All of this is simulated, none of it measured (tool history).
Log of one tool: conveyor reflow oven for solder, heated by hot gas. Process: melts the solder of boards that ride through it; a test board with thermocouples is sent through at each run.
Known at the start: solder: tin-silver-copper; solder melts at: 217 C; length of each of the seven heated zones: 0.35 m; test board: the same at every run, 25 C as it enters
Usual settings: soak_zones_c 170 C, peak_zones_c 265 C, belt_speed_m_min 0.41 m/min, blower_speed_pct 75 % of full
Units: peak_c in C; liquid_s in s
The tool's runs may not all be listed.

run	hour	soak_zones_c	peak_zones_c	belt_speed_m_min	blower_speed_pct	peak_c	liquid_s
1	0	170	265	0.41	75	247.2	68.5
2	58.6	170	265	0.481	75	241.1	51.2
3	87.8	170	265	0.481	75	241.6	49.3
4	150.3	170	265	0.481	75	241.5	50
5	224.8	170	265	0.404	75	247.5	70.7
6	275.3	170	265	0.41	62	243.5	63.5
7	332.8	170	265	0.41	75	247.3	68.2
8	395.2	170	265	0.41	68	246	66.6
9	425.7	170	265	0.41	68	245.3	64.9
10	461.9	170	265	0.41	85	249.1	72.6
11	520	170	265	0.41	85	249	72.2
12	551.5	170	265	0.41	85	248.7	70.8
13	584.7	170	265	0.41	85	248.8	71.7
14	639.3	170	265	0.41	85	249.4	72
15	673.7	170	265	0.41	75	246.6	68.8
16	726.1	170	258	0.41	75	241.7	62.2
17	793.4	166	267	0.457	75	244	55.3
18	839.4	160	274	0.457	75	248.5	57.6
19	870.4	160	274	0.457	75	248.3	57.9
20	905.7	160	266	0.457	75	242.3	49.9
21	937.1	160	266	0.457	58	236.5	40.6
22	1002	160	266	0.457	58	236.3	40.6
23	1055.5	178	266	0.433	58	243.1	62.7
24	1089	170	274	0.341	75	261.2	100.3
25	1158.5	170	265	0.41	74	247	69.2
26	1188.5	178	265	0.41	74	248.1	74.9
27	1254.6	178	265	0.41	74	248.4	73.9
28	1290.5	181	260	0.4	65	243.6	72.1
29	1319.4	170	264	0.41	58	241.8	60.8
30	1378.4	173	265	0.372	77	251	82.9
31	1431.8	170	263	0.401	75	246.1	69.3

Taken out of this log: 6 entries between the listed runs. Where each belongs, and how the hidden state differs across it:
Between runs 4 and 5: flux residue cleaned out of gas plates and filters (hour 217.8)
  heat that the gas passes to the board, % of a clean oven's: 99.7 -> 100; belt's true speed, % of the reading: 99.92 -> 99.91; true gas temperature in zones 6 and 7 over the reading, C: 0.13 -> 0.15
Between runs 10 and 11: flux residue cleaned out of gas plates and filters (hour 483.8)
  heat that the gas passes to the board, % of a clean oven's: 99.6 -> 99.9; belt's true speed, % of the reading: 99.88 -> 99.87; true gas temperature in zones 6 and 7 over the reading, C: 0.19 -> 0.2
Between runs 16 and 17: flux residue cleaned out of gas plates and filters (hour 749.2); thermocouples of zones 6 and 7 changed (hour 766.8)
  heat that the gas passes to the board, % of a clean oven's: 99.6 -> 99.9; belt's true speed, % of the reading: 99.85 -> 99.84; true gas temperature in zones 6 and 7 over the reading, C: 0.24 -> 0.01
Between runs 22 and 23: flux residue cleaned out of gas plates and filters (hour 1017)
  heat that the gas passes to the board, % of a clean oven's: 99.6 -> 99.9; belt's true speed, % of the reading: 99.82 -> 99.81; true gas temperature in zones 6 and 7 over the reading, C: 0.05 -> 0.06
Between runs 27 and 28: flux residue cleaned out of gas plates and filters (hour 1282)
  heat that the gas passes to the board, % of a clean oven's: 99.6 -> 100; belt's true speed, % of the reading: 99.79 -> 99.78; true gas temperature in zones 6 and 7 over the reading, C: 0.1 -> 0.11
